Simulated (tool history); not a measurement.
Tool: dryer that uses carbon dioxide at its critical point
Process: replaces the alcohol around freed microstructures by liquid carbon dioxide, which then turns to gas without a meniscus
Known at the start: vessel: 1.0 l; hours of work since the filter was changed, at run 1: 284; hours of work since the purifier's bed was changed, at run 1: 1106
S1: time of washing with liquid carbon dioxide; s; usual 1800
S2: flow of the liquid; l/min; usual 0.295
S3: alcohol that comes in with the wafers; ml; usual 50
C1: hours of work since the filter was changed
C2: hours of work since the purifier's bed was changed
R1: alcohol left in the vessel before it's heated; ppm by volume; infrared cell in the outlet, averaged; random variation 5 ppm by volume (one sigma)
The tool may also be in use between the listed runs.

{"run": 1, "hour": 0.0, "S1": 1800, "S2": 0.295, "S3": 50, "C1": 284, "C2": 1106, "R1": 253}
{"hour": 20.1, "done": "purifier's bed changed"}
{"run": 2, "hour": 36.3, "S1": 1800, "S2": 0.295, "S3": 50, "C1": 303, "C2": 9, "R1": 18}
{"run": 3, "hour": 73.1, "S1": 1800, "S2": 0.295, "S3": 50, "C1": 323, "C2": 30, "R1": 30}
{"run": 4, "hour": 93.4, "S1": 1800, "S2": 0.295, "S3": 50, "C1": 335, "C2": 41, "R1": 29}
{"run": 5, "hour": 136.5, "S1": 1800, "S2": 0.295, "S3": 50, "C1": 359, "C2": 65, "R1": 44}
{"hour": 150.3, "done": "inlet filter changed"}
{"run": 6, "hour": 179.6, "S1": 1800, "S2": 0.295, "S3": 50, "C1": 16, "C2": 88, "R1": 42}
{"run": 7, "hour": 213.6, "S1": 1800, "S2": 0.295, "S3": 50, "C1": 35, "C2": 107, "R1": 44}
{"run": 8, "hour": 246.7, "S1": 1800, "S2": 0.295, "S3": 50, "C1": 54, "C2": 126, "R1": 51}
{"run": 9, "hour": 269.9, "S1": 1800, "S2": 0.295, "S3": 50, "C1": 67, "C2": 139, "R1": 52}
{"run": 10, "hour": 314.2, "S1": 1800, "S2": 0.432, "S3": 45, "C1": 91, "C2": 163, "R1": 48}
{"run": 11, "hour": 359.8, "S1": 2280, "S2": 0.345, "S3": 96, "C1": 117, "C2": 189, "R1": 56}
{"run": 12, "hour": 388.9, "S1": 2280, "S2": 0.249, "S3": 34, "C1": 133, "C2": 205, "R1": 57}

Forecast each of these 4 alternatives for the next run:
{"run": "A", "hour": 410.5, "S1": 2280, "S2": 0.288, "S3": 34, "C1": 145, "C2": 217, "R1": "?"}
{"run": "B", "hour": 410.5, "S1": 2160, "S2": 0.195, "S3": 22, "C1": 145, "C2": 217, "R1": "?"}
{"run": "C", "hour": 410.5, "S1": 1680, "S2": 0.249, "S3": 34, "C1": 145, "C2": 217, "R1": "?"}
{"run": "D", "hour": 410.5, "S1": 1800, "S2": 0.188, "S3": 41, "C1": 145, "C2": 217, "R1": "?"}

run=A R1=60
run=B R1=84
run=C R1=89
run=D R1=224
Without the tool's hidden state the same runs would have given:
run=A R1=9
run=B R1=28
run=C R1=30
run=D R1=142
